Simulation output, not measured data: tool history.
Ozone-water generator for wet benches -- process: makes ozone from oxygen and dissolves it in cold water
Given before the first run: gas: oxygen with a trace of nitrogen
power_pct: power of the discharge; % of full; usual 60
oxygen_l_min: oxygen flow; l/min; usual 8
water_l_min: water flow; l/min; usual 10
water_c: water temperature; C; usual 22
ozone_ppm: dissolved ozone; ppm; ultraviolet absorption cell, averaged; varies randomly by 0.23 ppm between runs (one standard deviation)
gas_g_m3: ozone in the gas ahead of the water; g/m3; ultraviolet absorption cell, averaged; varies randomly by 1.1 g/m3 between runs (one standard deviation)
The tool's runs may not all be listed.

run 1 hour=0 | power_pct=60 oxygen_l_min=8 water_l_min=10 water_c=22 | ozone_ppm=34.3 gas_g_m3=195.7
run 2 hour=21.4 | power_pct=60 oxygen_l_min=8 water_l_min=10 water_c=22 | ozone_ppm=34.4 gas_g_m3=192.8
run 3 hour=52.2 | power_pct=60 oxygen_l_min=8 water_l_min=10 water_c=22 | ozone_ppm=34.4 gas_g_m3=194.5
run 4 hour=85.1 | power_pct=60 oxygen_l_min=8 water_l_min=10 water_c=22 | ozone_ppm=34.5 gas_g_m3=194
run 5 hour=113.8 | power_pct=60 oxygen_l_min=8 water_l_min=10 water_c=22 | ozone_ppm=34 gas_g_m3=196
run 6 hour=131.4 | power_pct=60 oxygen_l_min=8 water_l_min=10 water_c=22 | ozone_ppm=34.4 gas_g_m3=195.2
run 7 hour=167.2 | power_pct=60 oxygen_l_min=8 water_l_min=10 water_c=22 | ozone_ppm=34.6 gas_g_m3=195.5
run 8 hour=200.7 | power_pct=60 oxygen_l_min=8 water_l_min=10 water_c=22 | ozone_ppm=34.7 gas_g_m3=197.9
run 9 hour=230.8 | power_pct=60 oxygen_l_min=8 water_l_min=10 water_c=22 | ozone_ppm=34.7 gas_g_m3=196.9
run 10 hour=260.5 | power_pct=60 oxygen_l_min=8 water_l_min=10 water_c=22 | ozone_ppm=34.2 gas_g_m3=196.1
run 11 hour=279.8 | power_pct=60 oxygen_l_min=8 water_l_min=10 water_c=22 | ozone_ppm=34.5 gas_g_m3=197.7
run 12 hour=315.2 | power_pct=60 oxygen_l_min=8 water_l_min=10 water_c=22 | ozone_ppm=34.5 gas_g_m3=197.4
run 13 hour=351.5 | power_pct=60 oxygen_l_min=8 water_l_min=10 water_c=22 | ozone_ppm=34.4 gas_g_m3=198.3
run 14 hour=370.7 | power_pct=60 oxygen_l_min=8 water_l_min=10 water_c=30 | ozone_ppm=28 gas_g_m3=198.3
run 15 hour=401.7 | power_pct=60 oxygen_l_min=8 water_l_min=10 water_c=30 | ozone_ppm=28.2 gas_g_m3=198.2
run 16 hour=431.5 | power_pct=60 oxygen_l_min=8 water_l_min=10 water_c=22 | ozone_ppm=34.2 gas_g_m3=199.1
run 17 hour=449 | power_pct=60 oxygen_l_min=8 water_l_min=10 water_c=22 | ozone_ppm=34.3 gas_g_m3=199.6
-- hour=457.8 gauge calibrated
run 18 hour=467.3 | power_pct=60 oxygen_l_min=8 water_l_min=10 water_c=22 | ozone_ppm=34.5 gas_g_m3=193
run 19 hour=482.4 | power_pct=65 oxygen_l_min=8 water_l_min=9 water_c=22 | ozone_ppm=38.1 gas_g_m3=206.3
run 20 hour=514.7 | power_pct=77 oxygen_l_min=4.43 water_l_min=14 water_c=22 | ozone_ppm=37.8 gas_g_m3=308.3
run 21 hour=534 | power_pct=66 oxygen_l_min=12.22 water_l_min=8 water_c=23 | ozone_ppm=34.6 gas_g_m3=171.1
run 22 hour=562.2 | power_pct=66 oxygen_l_min=12.22 water_l_min=8 water_c=23 | ozone_ppm=34.5 gas_g_m3=171.6
run 23 hour=592.9 | power_pct=66 oxygen_l_min=12.22 water_l_min=8 water_c=23 | ozone_ppm=34.3 gas_g_m3=173.6
run 24 hour=612.5 | power_pct=66 oxygen_l_min=12.22 water_l_min=11 water_c=23 | ozone_ppm=31.8 gas_g_m3=172.9
run 25 hour=644.9 | power_pct=66 oxygen_l_min=9.64 water_l_min=6 water_c=16 | ozone_ppm=47.2 gas_g_m3=192.2
run 26 hour=662.7 | power_pct=66 oxygen_l_min=7.51 water_l_min=6 water_c=16 | ozone_ppm=51.5 gas_g_m3=219.1
run 27 hour=689.5 | power_pct=87 oxygen_l_min=12.76 water_l_min=10 water_c=21 | ozone_ppm=41.6 gas_g_m3=209
run 28 hour=724.7 | power_pct=67 oxygen_l_min=12.76 water_l_min=10 water_c=28 | ozone_ppm=28.7 gas_g_m3=175
run 29 hour=760.5 | power_pct=93 oxygen_l_min=5.34 water_l_min=10 water_c=24 | ozone_ppm=49.6 gas_g_m3=333.5
run 30 hour=775.9 | power_pct=93 oxygen_l_min=5.34 water_l_min=10 water_c=24 | ozone_ppm=49 gas_g_m3=336.5
run 31 hour=791.7 | power_pct=60 oxygen_l_min=12.76 water_l_min=6 water_c=19 | ozone_ppm=38.1 gas_g_m3=160.3
run 32 hour=822.1 | power_pct=60 oxygen_l_min=12.76 water_l_min=6 water_c=19 | ozone_ppm=38.2 gas_g_m3=159.7
run 33 hour=846.5 | power_pct=41 oxygen_l_min=8 water_l_min=11 water_c=22 | ozone_ppm=24.6 gas_g_m3=149.9
run 34 hour=873.1 | power_pct=60 oxygen_l_min=6.44 water_l_min=10 water_c=18 | ozone_ppm=39.3 gas_g_m3=221.1

Measured less the same run without the tool's hidden state. The same run-to-run variation is in both; the gauge's scatter may not be:
What the log doesn't record here: yield of the discharge, % of new electrodes'; contactor's efficiency, % of a clean one's; true water temperature over the reading, C; drift of the gauge itself on ozone_ppm, %; drift of the gauge itself on gas_g_m3, %.
run=1 gas_g_m3=+0
run=2 gas_g_m3=+0.3
run=3 gas_g_m3=+0.7
run=4 gas_g_m3=+1
run=5 gas_g_m3=+1.3
run=6 gas_g_m3=+1.6
run=7 gas_g_m3=+2
run=8 gas_g_m3=+2.4
run=9 gas_g_m3=+2.8
run=10 gas_g_m3=+3.2
run=11 gas_g_m3=+3.3
run=12 gas_g_m3=+3.8
run=13 gas_g_m3=+4.2
run=14 gas_g_m3=+4.5
run=15 gas_g_m3=+4.8
run=16 gas_g_m3=+5.2
run=17 gas_g_m3=+5.4
run=18 gas_g_m3=+0.1
run=19 gas_g_m3=+0.3
run=20 gas_g_m3=+1
run=21 gas_g_m3=+0.7
run=22 gas_g_m3=+1
run=23 gas_g_m3=+1.4
run=24 gas_g_m3=+1.6
run=25 gas_g_m3=+2.2
run=26 gas_g_m3=+2.7
run=27 gas_g_m3=+2.9
run=28 gas_g_m3=+2.8
run=29 gas_g_m3=+6
run=30 gas_g_m3=+6.5
run=31 gas_g_m3=+3.3
run=32 gas_g_m3=+3.5
run=33 gas_g_m3=+3.6
run=34 gas_g_m3=+5.5
ozone_ppm without the hidden state stays within 0.1 ppm of what was measured, in all runs.
